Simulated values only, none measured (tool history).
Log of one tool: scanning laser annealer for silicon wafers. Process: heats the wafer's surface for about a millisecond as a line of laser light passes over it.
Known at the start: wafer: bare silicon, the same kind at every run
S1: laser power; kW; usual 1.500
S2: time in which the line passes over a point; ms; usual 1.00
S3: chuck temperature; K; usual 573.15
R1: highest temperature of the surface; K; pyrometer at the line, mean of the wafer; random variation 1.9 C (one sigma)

run 1 hour=0.0 | S1=1.500 S2=1.00 S3=573.15 | R1=1348.15
run 2 hour=14.4 | S1=1.500 S2=1.00 S3=573.15 | R1=1343.15
run 3 hour=34.5 | S1=1.500 S2=1.00 S3=573.15 | R1=1343.15
run 4 hour=43.3 | S1=1.500 S2=0.86 S3=573.15 | R1=1283.15
run 5 hour=53.6 | S1=1.500 S2=1.13 S3=573.15 | R1=1395.15
run 6 hour=72.5 | S1=1.500 S2=1.13 S3=573.15 | R1=1391.15
run 7 hour=85.8 | S1=1.500 S2=1.13 S3=573.15 | R1=1392.15
run 8 hour=103.6 | S1=1.500 S2=1.13 S3=573.15 | R1=1396.15
run 9 hour=120.7 | S1=1.500 S2=1.13 S3=573.15 | R1=1390.15
run 10 hour=135.2 | S1=1.500 S2=1.00 S3=573.15 | R1=1339.15
run 11 hour=153.4 | S1=1.500 S2=1.00 S3=573.15 | R1=1342.15
run 12 hour=164.1 | S1=1.500 S2=1.00 S3=573.15 | R1=1338.15
-- hour=185.0 window over the wafer cleaned
run 13 hour=185.2 | S1=1.500 S2=1.00 S3=573.15 | R1=1363.15
run 14 hour=202.7 | S1=1.500 S2=1.00 S3=573.15 | R1=1364.15
run 15 hour=222.7 | S1=1.412 S2=1.00 S3=573.15 | R1=1314.15
run 16 hour=242.0 | S1=1.610 S2=1.00 S3=573.15 | R1=1419.15
run 17 hour=250.8 | S1=1.610 S2=1.00 S3=595.15 | R1=1444.15
run 18 hour=261.2 | S1=1.610 S2=1.00 S3=595.15 | R1=1442.15
run 19 hour=279.1 | S1=1.500 S2=0.98 S3=573.15 | R1=1353.15
run 20 hour=290.4 | S1=1.500 S2=0.98 S3=573.15 | R1=1353.15
run 21 hour=310.4 | S1=1.500 S2=0.98 S3=573.15 | R1=1348.15
run 22 hour=328.8 | S1=1.500 S2=0.90 S3=573.15 | R1=1316.15
-- hour=333.5 laser's power meter calibrated
run 23 hour=345.4 | S1=1.418 S2=0.88 S3=547.15 | R1=1235.15
run 24 hour=353.7 | S1=1.418 S2=0.92 S3=571.15 | R1=1279.15
run 25 hour=367.0 | S1=1.500 S2=1.00 S3=535.15 | R1=1317.15
run 26 hour=376.9 | S1=1.355 S2=0.91 S3=569.15 | R1=1245.15
run 27 hour=389.3 | S1=1.331 S2=1.00 S3=573.15 | R1=1264.15
run 28 hour=406.2 | S1=1.487 S2=0.80 S3=572.15 | R1=1260.15
-- hour=412.0 laser's power meter calibrated, once more
run 29 hour=422.4 | S1=1.482 S2=1.10 S3=578.15 | R1=1394.15
run 30 hour=439.6 | S1=1.482 S2=1.10 S3=578.15 | R1=1395.15
run 31 hour=448.7 | S1=1.482 S2=1.10 S3=578.15 | R1=1393.15
run 32 hour=468.0 | S1=1.482 S2=1.10 S3=578.15 | R1=1394.15
run 33 hour=484.4 | S1=1.482 S2=1.10 S3=578.15 | R1=1394.15
run 34 hour=502.9 | S1=1.482 S2=0.85 S3=578.15 | R1=1290.15
run 35 hour=518.3 | S1=1.482 S2=0.85 S3=578.15 | R1=1290.15
run 36 hour=527.9 | S1=1.482 S2=0.85 S3=578.15 | R1=1291.15
run 37 hour=541.9 | S1=1.482 S2=0.85 S3=578.15 | R1=1287.15
run 38 hour=556.4 | S1=1.510 S2=0.85 S3=573.15 | R1=1296.15
run 39 hour=564.7 | S1=1.540 S2=0.71 S3=586.15 | R1=1254.15
run 40 hour=584.2 | S1=1.540 S2=0.71 S3=586.15 | R1=1256.15
run 41 hour=602.2 | S1=1.540 S2=0.97 S3=586.15 | R1=1373.15
run 42 hour=618.2 | S1=1.306 S2=1.20 S3=571.15 | R1=1312.15

Measured less the same run without the tool's hidden state. The same run-to-run variation is in both; the gauge's scatter may not be:
The hidden state here: light that passes the window, % of a clean one's; laser's true power over the reading, %; width of the line over the set one, %; drift of the gauge itself on peak_c, C.
run=1 R1=-33.00
run=2 R1=-34.00
run=3 R1=-35.00
run=4 R1=-32.00
run=5 R1=-38.00
run=6 R1=-39.00
run=7 R1=-40.00
run=8 R1=-41.00
run=9 R1=-41.00
run=10 R1=-39.00
run=11 R1=-40.00
run=12 R1=-41.00
run=13 R1=-14.00
run=14 R1=-15.00
run=15 R1=-15.00
run=16 R1=-18.00
run=17 R1=-18.00
run=18 R1=-19.00
run=19 R1=-19.00
run=20 R1=-18.00
run=21 R1=-19.00
run=22 R1=-19.00
run=23 R1=-20.00
run=24 R1=-21.00
run=25 R1=-23.00
run=26 R1=-20.00
run=27 R1=-22.00
run=28 R1=-22.00
run=29 R1=-19.00
run=30 R1=-19.00
run=31 R1=-20.00
run=32 R1=-21.00
run=33 R1=-22.00
run=34 R1=-20.00
run=35 R1=-21.00
run=36 R1=-21.00
run=37 R1=-22.00
run=38 R1=-22.00
run=39 R1=-21.00
run=40 R1=-22.00
run=41 R1=-27.00
run=42 R1=-26.00

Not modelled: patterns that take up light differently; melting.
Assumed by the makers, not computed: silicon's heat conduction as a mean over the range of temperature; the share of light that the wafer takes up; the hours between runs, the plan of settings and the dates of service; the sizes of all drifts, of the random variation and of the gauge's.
